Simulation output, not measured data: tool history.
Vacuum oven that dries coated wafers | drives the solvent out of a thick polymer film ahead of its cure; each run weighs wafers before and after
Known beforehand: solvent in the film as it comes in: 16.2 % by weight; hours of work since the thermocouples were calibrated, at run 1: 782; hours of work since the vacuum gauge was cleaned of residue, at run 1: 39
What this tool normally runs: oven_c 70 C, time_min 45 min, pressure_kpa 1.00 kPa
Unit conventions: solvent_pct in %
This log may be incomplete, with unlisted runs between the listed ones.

run,day,oven_c,time_min,pressure_kpa,hours of work since the thermocouples were calibrated,hours of work since the vacuum gauge was cleaned of residue,solvent_pct
1,0.000,70,45,1.00,782,39,2.54
2,0.612,83,45,1.00,788,46,0.59
3,1.567,83,45,1.00,798,55,0.49
4,2.929,83,45,1.00,812,69,0.65
5,4.104,70,45,1.64,824,81,3.04
6,5.275,70,45,1.28,835,92,2.83
7,6.521,70,45,1.28,848,105,2.72
8,7.296,70,45,1.28,856,113,2.73
9,8.438,70,45,1.06,867,124,2.68
10,9.658,70,45,1.06,879,136,2.72
11,10.762,70,45,0.69,890,147,2.48
12,11.617,69,45,1.00,899,156,2.97
13,12.233,69,45,1.00,905,162,3.00
14,13.650,85,45,1.00,919,177,0.50
15,14.892,85,45,1.00,932,189,0.55
16,15.858,70,29,1.00,942,199,4.49
17,16.683,70,29,1.00,950,207,4.53
18,17.758,70,29,1.00,961,218,4.47
19,19.188,70,29,1.00,975,232,4.59
20,20.258,70,45,1.00,986,243,2.72
21,20.938,70,45,1.00,993,250,2.74
22,21.838,70,45,2.19,1002,259,3.51
23,22.888,70,45,1.00,1012,269,2.72
24,24.238,70,45,1.00,1026,283,2.81
25,25.638,70,45,1.00,1040,297,2.76
26,26.412,82,49,1.91,1048,305,0.99
27,27.429,61,45,1.00,1058,315,5.70
28,28.733,56,55,1.00,1071,328,6.75
29,29.729,77,30,1.00,1081,338,2.46
30,31.150,72,47,2.06,1095,352,2.72
31,32.204,70,76,1.00,1106,363,1.39
32,32.917,70,76,1.00,1113,370,1.45
33,33.967,70,76,1.00,1123,381,1.46
34,34.833,70,76,2.87,1132,389,2.65
35,35.850,70,22,1.00,1142,399,5.99
36,36.954,80,24,1.42,1153,411,2.63
37,38.421,78,23,3.19,1168,425,4.16
38,39.825,70,50,1.00,1182,439,2.50
39,40.679,84,23,0.51,1191,448,1.51
40,42.146,78,58,0.55,1206,463,0.62
41,43.267,78,58,0.55,1217,474,0.64
42,44.462,76,39,2.66,1229,486,2.72
43,45.554,70,45,0.60,1240,497,2.63
44,46.512,70,45,0.60,1249,507,2.77
45,47.783,70,45,0.60,1262,519,2.68
46,48.554,70,41,0.60,1270,527,3.15
47,49.950,70,49,1.00,1284,541,2.66

Some steps in solvent_pct between neighbouring runs. How much of each would the tool show without its hidden state too (settings, what came in, random variation), and how much is left for the hidden state, with any gauge scatter that isn't in both results?
Hidden conditions of the tool in this case: true wafer temperature over the reading, C; true pressure over the reading, kPa; drift of the gauge itself on solvent_pct, %.
Run 13 -> 14: oven_c 69 -> 85. solvent_pct -2.50 %: hidden state -0.43, all else -2.07.
Run 15 -> 16: oven_c 85 -> 70, time_min 45 -> 29. solvent_pct +3.94 %: hidden state +0.52, all else +3.42.
Run 26 -> 27: oven_c 82 -> 61, time_min 49 -> 45, pressure_kpa 1.91 -> 1.00. solvent_pct +4.71 %: hidden state +0.60, all else +4.11.
Run 28 -> 29: oven_c 56 -> 77, time_min 55 -> 30. solvent_pct -4.29 %: hidden state -0.31, all else -3.98.
